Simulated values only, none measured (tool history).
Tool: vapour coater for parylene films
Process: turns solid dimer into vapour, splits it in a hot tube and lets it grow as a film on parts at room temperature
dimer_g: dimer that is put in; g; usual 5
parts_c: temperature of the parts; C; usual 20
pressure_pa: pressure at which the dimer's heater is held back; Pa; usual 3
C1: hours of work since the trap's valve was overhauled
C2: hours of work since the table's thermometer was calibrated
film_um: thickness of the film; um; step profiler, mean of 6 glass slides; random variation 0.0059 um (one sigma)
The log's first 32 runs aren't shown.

{"run": 33, "hour": 413.0, "dimer_g": 8, "parts_c": 21, "pressure_pa": 3.01, "C1": 229, "C2": 637, "film_um": 2.743}
{"run": 34, "hour": 428.3, "dimer_g": 8, "parts_c": 21, "pressure_pa": 3.01, "C1": 242, "C2": 650, "film_um": 2.75}
{"run": 35, "hour": 441.1, "dimer_g": 3, "parts_c": 28, "pressure_pa": 6.22, "C1": 253, "C2": 661, "film_um": 0.694}
{"run": 36, "hour": 450.2, "dimer_g": 3, "parts_c": 28, "pressure_pa": 6.22, "C1": 261, "C2": 669, "film_um": 0.692}
{"run": 37, "hour": 466.0, "dimer_g": 3, "parts_c": 19, "pressure_pa": 3, "C1": 275, "C2": 683, "film_um": 1.09}
{"run": 38, "hour": 476.3, "dimer_g": 5, "parts_c": 29, "pressure_pa": 3, "C1": 284, "C2": 692, "film_um": 1.278}
{"run": 39, "hour": 492.7, "dimer_g": 5, "parts_c": 29, "pressure_pa": 3, "C1": 299, "C2": 707, "film_um": 1.286}
{"run": 40, "hour": 506.7, "dimer_g": 3, "parts_c": 14, "pressure_pa": 4.93, "C1": 311, "C2": 719, "film_um": 1.17}
{"run": 41, "hour": 526.9, "dimer_g": 8, "parts_c": 20, "pressure_pa": 8.48, "C1": 329, "C2": 737, "film_um": 2.252}
{"hour": 536.0, "done": "trap's valve overhauled"}
{"run": 42, "hour": 545.0, "dimer_g": 8, "parts_c": 20, "pressure_pa": 8.48, "C1": 8, "C2": 749, "film_um": 2.351}
{"run": 43, "hour": 563.0, "dimer_g": 6, "parts_c": 14, "pressure_pa": 3, "C1": 24, "C2": 765, "film_um": 2.641}

Run 44 comes next. What will it give?
{"run": 44, "hour": 571.5, "dimer_g": 6, "parts_c": 14, "pressure_pa": 3, "C1": 31, "C2": 773, "film_um": "?"}

{"run 44": {"film_um": 2.623}}
Without the tool's hidden state the same run would have given film_um 2.655 um.
